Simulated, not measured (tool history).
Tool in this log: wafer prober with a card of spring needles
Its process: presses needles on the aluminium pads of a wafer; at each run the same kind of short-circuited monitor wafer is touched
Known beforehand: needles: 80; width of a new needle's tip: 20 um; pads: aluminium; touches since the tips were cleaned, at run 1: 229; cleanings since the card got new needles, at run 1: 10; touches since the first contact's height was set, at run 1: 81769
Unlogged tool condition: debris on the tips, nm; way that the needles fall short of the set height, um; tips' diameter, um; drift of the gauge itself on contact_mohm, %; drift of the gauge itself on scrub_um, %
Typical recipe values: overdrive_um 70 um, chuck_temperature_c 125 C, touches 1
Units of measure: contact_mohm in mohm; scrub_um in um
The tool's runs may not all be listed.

run,hour,overdrive_um,chuck_temperature_c,touches,touches since the tips were cleaned,cleanings since the card got new needles,touches since the first contact's height was set,contact_mohm,scrub_um
1,0,70,125,1,229,10,81769,206,17.17
2,8.8,70,125,1,1821,10,83361,245,17.19
3,20.3,70,125,1,3923,10,85463,264,17.25
4,30.4,70,46,1,5747,10,87287,263,17.19
# hour 37.6: tips cleaned on abrasive film
5,43.3,70,125,1,1037,11,89611,225,17.15
6,52,70,72,1,2621,11,91195,248,17.15
7,58.4,70,72,1,3775,11,92349,262,17.17
8,70.1,70,72,1,5902,11,94476,270,17.14
# hour 76.6: tips cleaned on abrasive film
9,78.4,70,72,1,338,12,95978,200,17.17
10,88.1,70,72,1,2096,12,97736,243,17.13
11,99.8,70,72,1,4211,12,99851,265,17.13
12,107.1,70,72,1,5542,12,101182,268,17.12
# hour 115.9: tips cleaned on abrasive film
13,115.9,70,72,1,0,13,102765,188,17.12
14,126.8,70,72,1,1967,13,104732,244,17.18
15,140.6,70,44,1,4490,13,107255,268,17.14
16,151,70,44,1,6377,13,109142,267,17.16
# hour 155.4: tips cleaned on abrasive film
17,162.8,70,41,3,1340,14,111258,192,17.13
18,175,67,125,1,3562,14,113480,267,16.38
19,181.2,67,125,3,4682,14,114600,219,16.33
# hour 193.8: tips cleaned on abrasive film
20,193.8,67,70,1,0,15,116880,185,16.32
21,203.1,66,125,1,1687,15,118567,250,16.04
22,215.4,82,118,2,3917,15,120797,219,20.09
23,224.8,89,41,2,5613,15,122493,210,21.73
# hour 232.6: tips cleaned on abrasive film
24,232.8,62,42,1,47,16,123943,187,15.09
25,243.8,63,42,1,2039,16,125935,257,15.34
26,250.5,86,125,2,3252,16,127148,218,21.03
27,263.9,85,65,2,5681,16,129577,215,20.83
28,269.9,59,113,2,6785,16,130681,254,14.3
# hour 271.4: tips cleaned on abrasive film
29,282.4,59,59,3,2005,17,132924,211,14.32
30,292.4,59,59,3,3824,17,134743,218,14.3
31,304.6,59,59,3,6043,17,136962,226,14.34

Some steps in contact_mohm, run to run, broken into two amounts with sign: the step expected even without the hidden condition (settings, incoming material, random variation), and the rest, left for the hidden condition together with whatever gauge scatter is not in both the measured and the hidden-condition-free result:
Run 12 -> 13: tips cleaned on abrasive film. contact_mohm -80 mohm: hidden state -81, all else +1.
Run 16 -> 17: chuck_temperature_c 44 -> 41, touches 1 -> 3, tips cleaned on abrasive film. contact_mohm -75 mohm: hidden state -76, all else +1.
Run 17 -> 18: overdrive_um 70 -> 67, chuck_temperature_c 41 -> 125, touches 3 -> 1. contact_mohm +75 mohm: hidden state +62, all else +13.
Run 24 -> 25: overdrive_um 62 -> 63. contact_mohm +70 mohm: hidden state +71, all else -1.
